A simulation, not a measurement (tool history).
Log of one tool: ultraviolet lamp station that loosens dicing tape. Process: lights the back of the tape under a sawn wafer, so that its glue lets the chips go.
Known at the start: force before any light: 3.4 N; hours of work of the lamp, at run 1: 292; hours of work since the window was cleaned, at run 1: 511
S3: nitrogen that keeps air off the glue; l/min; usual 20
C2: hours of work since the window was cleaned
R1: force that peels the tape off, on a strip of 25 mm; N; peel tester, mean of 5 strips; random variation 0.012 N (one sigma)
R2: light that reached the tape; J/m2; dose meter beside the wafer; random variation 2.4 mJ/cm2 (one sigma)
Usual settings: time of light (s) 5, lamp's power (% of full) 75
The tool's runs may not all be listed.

{"run": 1, "hour": 0.0, "time of light (s)": 5, "lamp's power (% of full)": 75, "S3": 20, "hours of work of the lamp": 292, "C2": 511, "R1": 0.548, "R2": 2630}
{"run": 2, "hour": 53.1, "time of light (s)": 2, "lamp's power (% of full)": 75, "S3": 20, "hours of work of the lamp": 324, "C2": 543, "R1": 1.502, "R2": 1090}
{"run": 3, "hour": 109.3, "time of light (s)": 2, "lamp's power (% of full)": 75, "S3": 10, "hours of work of the lamp": 358, "C2": 577, "R1": 1.862, "R2": 1060}
{"run": 4, "hour": 158.5, "time of light (s)": 2, "lamp's power (% of full)": 75, "S3": 10, "hours of work of the lamp": 387, "C2": 607, "R1": 1.91, "R2": 1010}
{"run": 5, "hour": 224.1, "time of light (s)": 2, "lamp's power (% of full)": 75, "S3": 10, "hours of work of the lamp": 427, "C2": 646, "R1": 1.924, "R2": 1030}
{"hour": 250.3, "done": "window cleaned of glue's vapour"}
{"run": 6, "hour": 275.0, "time of light (s)": 8, "lamp's power (% of full)": 75, "S3": 20, "hours of work of the lamp": 457, "C2": 15, "R1": 0.284, "R2": 4230}
{"run": 7, "hour": 319.8, "time of light (s)": 8, "lamp's power (% of full)": 75, "S3": 20, "hours of work of the lamp": 484, "C2": 42, "R1": 0.287, "R2": 4230}
{"run": 8, "hour": 358.6, "time of light (s)": 8, "lamp's power (% of full)": 75, "S3": 20, "hours of work of the lamp": 508, "C2": 65, "R1": 0.286, "R2": 4240}
{"run": 9, "hour": 438.7, "time of light (s)": 3, "lamp's power (% of full)": 75, "S3": 8, "hours of work of the lamp": 556, "C2": 114, "R1": 1.534, "R2": 1570}
{"run": 10, "hour": 514.9, "time of light (s)": 5, "lamp's power (% of full)": 66, "S3": 14, "hours of work of the lamp": 602, "C2": 160, "R1": 0.836, "R2": 2300}
{"run": 11, "hour": 597.8, "time of light (s)": 5, "lamp's power (% of full)": 66, "S3": 14, "hours of work of the lamp": 652, "C2": 210, "R1": 0.863, "R2": 2350}
{"run": 12, "hour": 642.2, "time of light (s)": 5, "lamp's power (% of full)": 69, "S3": 14, "hours of work of the lamp": 679, "C2": 237, "R1": 0.773, "R2": 2390}
{"run": 13, "hour": 714.2, "time of light (s)": 10, "lamp's power (% of full)": 69, "S3": 18, "hours of work of the lamp": 723, "C2": 280, "R1": 0.259, "R2": 4850}
{"run": 14, "hour": 793.0, "time of light (s)": 10, "lamp's power (% of full)": 61, "S3": 17, "hours of work of the lamp": 770, "C2": 328, "R1": 0.307, "R2": 4220}
{"run": 15, "hour": 869.4, "time of light (s)": 5, "lamp's power (% of full)": 71, "S3": 20, "hours of work of the lamp": 816, "C2": 374, "R1": 0.616, "R2": 2520}

Forecast each of these 3 alternatives for the next run:
{"run": "A", "hour": 946.3, "time of light (s)": 5, "lamp's power (% of full)": 75, "S3": 25, "hours of work of the lamp": 863, "C2": 420, "R1": "?", "R2": "?"}
{"run": "B", "hour": 946.3, "time of light (s)": 10, "lamp's power (% of full)": 93, "S3": 13, "hours of work of the lamp": 863, "C2": 420, "R1": "?", "R2": "?"}
{"run": "C", "hour": 946.3, "time of light (s)": 5, "lamp's power (% of full)": 81, "S3": 20, "hours of work of the lamp": 863, "C2": 420, "R1": "?", "R2": "?"}

run=A R1=0.519 R2=2670
run=B R1=0.223 R2=6540
run=C R1=0.507 R2=2870
Without the tool's hidden state the same runs would have given:
run=A R1=0.516 R2=2680
run=B R1=0.222 R2=6570
run=C R1=0.504 R2=2890
